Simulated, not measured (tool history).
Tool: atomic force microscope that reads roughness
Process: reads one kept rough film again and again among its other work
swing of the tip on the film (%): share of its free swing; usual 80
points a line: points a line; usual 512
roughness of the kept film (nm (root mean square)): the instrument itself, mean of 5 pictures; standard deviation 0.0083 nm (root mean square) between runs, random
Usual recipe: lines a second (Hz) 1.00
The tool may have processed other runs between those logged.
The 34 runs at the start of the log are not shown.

run	hour	lines a second (Hz)	swing of the tip on the film (%)	points a line	pictures with this tip	hours of work since the height scale was calibrated	roughness of the kept film (nm (root mean square))
35	227.6	1.79	67	921	31	47	1.798
36	233.4	2.48	73	269	37	50	1.727
37	241.4	2.73	86	269	44	55	1.602
38	249.6	0.77	63	370	53	59	1.813
39	258.2	1.84	57	506	61	64	1.804
40	262.6	0.56	86	506	65	67	1.799
41	270.2	1.00	76	296	73	71	1.768
42	274.2	1.00	76	296	77	73	1.759
43	281.0	1.12	78	512	83	77	1.764

Alternative continuations, all from the tool just after run 43; predict every row:
A	285.2	1.19	80	512	88	80	?
B	285.2	0.85	80	709	88	80	?
C	285.2	1.12	64	512	88	80	?
D	285.2	0.88	78	512	88	80	?

run	roughness of the kept film (nm (root mean square))
A	1.744
B	1.748
C	1.782
D	1.759
With no hidden state in the tool, these same runs would have given:
run	roughness of the kept film (nm (root mean square))
A	1.819
B	1.824
C	1.859
D	1.835
